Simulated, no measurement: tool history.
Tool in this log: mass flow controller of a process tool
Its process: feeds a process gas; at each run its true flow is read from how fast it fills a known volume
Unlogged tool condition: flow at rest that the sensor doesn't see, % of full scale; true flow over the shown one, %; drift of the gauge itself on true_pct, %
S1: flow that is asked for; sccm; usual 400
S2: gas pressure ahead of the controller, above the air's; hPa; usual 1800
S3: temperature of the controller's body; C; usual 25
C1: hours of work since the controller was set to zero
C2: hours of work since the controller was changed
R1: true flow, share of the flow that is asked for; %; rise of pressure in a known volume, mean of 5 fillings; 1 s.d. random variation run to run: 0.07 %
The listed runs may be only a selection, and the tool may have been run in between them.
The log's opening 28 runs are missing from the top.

Run 29, hour 10147.7: usual settings but S1 795 sccm, S2 1910 hPa, S3 21 C; C1 1987; C2 4720. Result: R1 97.75 %.
Run 30, hour 10517.9: usual settings but S1 795 sccm, S2 1910 hPa, S3 21 C; C1 2215; C2 4948. Result: R1 97.73 %.
Run 31, hour 10918.8: usual settings but S1 795 sccm, S2 1910 hPa, S3 21 C; C1 2462; C2 5195. Result: R1 97.40 %.
Run 32, hour 11269.7: usual settings but S3 35 C; C1 2678; C2 5411. Result: R1 98.15 %.
Run 33, hour 11766.2: usual settings but S3 35 C; C1 2984; C2 5717. Result: R1 97.97 %.
Run 34, hour 12230.3: usual settings but S3 35 C; C1 3270; C2 6003. Result: R1 97.77 %.
Run 35, hour 12534.7: usual settings but S3 35 C; C1 3457; C2 6191. Result: R1 97.77 %.
Run 36, hour 12892.3: usual settings but S2 1870 hPa, S3 27 C; C1 3678; C2 6411. Result: R1 96.67 %.
Run 37, hour 13274.0: usual settings but S2 1870 hPa, S3 27 C; C1 3913; C2 6646. Result: R1 96.62 %.
Run 38, hour 13627.3: usual settings but S2 1870 hPa, S3 27 C; C1 4130; C2 6864. Result: R1 96.45 %.
At hour 13794.7: controller's zero set anew.
Run 39, hour 14031.6: usual settings but S1 320 sccm, S2 2110 hPa, S3 26 C; C1 146; C2 7112. Result: R1 97.17 %.
Run 40, hour 14516.6: usual settings but S1 318 sccm; C1 445; C2 7411. Result: R1 96.78 %.
Run 41, hour 14985.2: usual settings but S2 1650 hPa, S3 34 C; C1 733; C2 7700. Result: R1 97.79 %.
Run 42, hour 15317.5: usual settings but S2 1650 hPa, S3 34 C; C1 938; C2 7904. Result: R1 97.62 %.
Run 43, hour 15733.8: usual settings but S1 145 sccm, S2 2160 hPa, S3 30 C; C1 1194; C2 8161. Result: R1 96.10 %.
Run 44, hour 16233.8: usual settings but S1 145 sccm, S2 2160 hPa, S3 30 C; C1 1502; C2 8469. Result: R1 95.68 %.
Run 45, hour 16649.6: usual settings but S1 202 sccm, S2 2430 hPa, S3 21 C; C1 1759; C2 8725. Result: R1 95.10 %.
Run 46, hour 17139.4: usual settings but S2 1890 hPa, S3 33 C; C1 2060; C2 9027. Result: R1 96.90 %.
Run 47, hour 17606.9: usual settings but S2 1400 hPa; C1 2348; C2 9315. Result: R1 95.81 %.

Each row is a separate what-if for the run after 47, all from the same tool condition, not one after another. Results?
Run A, hour 18085.4: usual settings but S1 783 sccm, S3 30 C; C1 2643; C2 9609. Result: R1 ?.
Run B, hour 18085.4: usual settings but S1 484 sccm, S2 2260 hPa; C1 2643; C2 9609. Result: R1 ?.
Run C, hour 18085.4: usual settings but S1 257 sccm, S2 1400 hPa; C1 2643; C2 9609. Result: R1 ?.
Run D, hour 18085.4: usual settings but S1 131 sccm, S2 2780 hPa; C1 2643; C2 9609. Result: R1 ?.

run     R1
  A  96.89
  B  96.17
  C  94.94
  D  93.94
The same runs, with their run-to-run variation unchanged, on a tool lacking any hidden condition would have given:
run      R1
  A  100.13
  B   99.68
  C   99.03
  D   99.23
